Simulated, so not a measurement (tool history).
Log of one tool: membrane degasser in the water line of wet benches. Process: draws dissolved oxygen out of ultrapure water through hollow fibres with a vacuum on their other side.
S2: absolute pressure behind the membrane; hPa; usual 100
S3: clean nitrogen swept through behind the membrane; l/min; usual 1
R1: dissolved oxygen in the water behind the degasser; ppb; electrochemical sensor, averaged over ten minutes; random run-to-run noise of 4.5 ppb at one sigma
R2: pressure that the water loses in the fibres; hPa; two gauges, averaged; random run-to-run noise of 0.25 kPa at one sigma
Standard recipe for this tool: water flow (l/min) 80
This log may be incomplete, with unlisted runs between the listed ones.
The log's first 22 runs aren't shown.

{"run": 23, "hour": 2914.8, "water flow (l/min)": 110, "S2": 200, "S3": 0.54, "R1": 3063, "R2": 966.6}
{"run": 24, "hour": 3082.3, "water flow (l/min)": 110, "S2": 200, "S3": 0.54, "R1": 3102.6, "R2": 962.6}
{"run": 25, "hour": 3212.8, "water flow (l/min)": 50, "S2": 92, "S3": 2.6, "R1": 279.9, "R2": 442.5}
{"run": 26, "hour": 3326.8, "water flow (l/min)": 50, "S2": 92, "S3": 2.6, "R1": 280, "R2": 439.8}
{"run": 27, "hour": 3501.2, "water flow (l/min)": 79, "S2": 85, "S3": 0.9, "R1": 794.3, "R2": 694.3}
{"run": 28, "hour": 3657.3, "water flow (l/min)": 79, "S2": 85, "S3": 0.9, "R1": 795.1, "R2": 696.1}
{"run": 29, "hour": 3773.5, "water flow (l/min)": 79, "S2": 85, "S3": 0.9, "R1": 801.1, "R2": 694.5}
{"run": 30, "hour": 3879.0, "water flow (l/min)": 80, "S2": 186, "S3": 1.08, "R1": 1750.3, "R2": 706.9}
{"run": 31, "hour": 4018.1, "water flow (l/min)": 100, "S2": 128, "S3": 2, "R1": 989.5, "R2": 879.6}
{"run": 32, "hour": 4141.5, "water flow (l/min)": 100, "S2": 128, "S3": 2, "R1": 994, "R2": 879}
{"run": 33, "hour": 4312.9, "water flow (l/min)": 80, "S2": 84, "S3": 0.41, "R1": 1160.7, "R2": 706}

What if the next run were any one of these 3? Each begins from the tool's condition after run 33:
{"run": "A", "hour": 4489.6, "water flow (l/min)": 80, "S2": 182, "S3": 1.65, "R1": "?", "R2": "?"}
{"run": "B", "hour": 4489.6, "water flow (l/min)": 95, "S2": 235, "S3": 2.44, "R1": "?", "R2": "?"}
{"run": "C", "hour": 4489.6, "water flow (l/min)": 53, "S2": 189, "S3": 1.81, "R1": "?", "R2": "?"}

run=A R1=1327.5 R2=702.4
run=B R1=1490.1 R2=836.6
run=C R1=925.7 R2=468.9
Had the tool no hidden state, the same runs would have come out as:
run=A R1=1305.4 R2=674.5
run=B R1=1464.7 R2=803.5
run=C R1=910.2 R2=450.3

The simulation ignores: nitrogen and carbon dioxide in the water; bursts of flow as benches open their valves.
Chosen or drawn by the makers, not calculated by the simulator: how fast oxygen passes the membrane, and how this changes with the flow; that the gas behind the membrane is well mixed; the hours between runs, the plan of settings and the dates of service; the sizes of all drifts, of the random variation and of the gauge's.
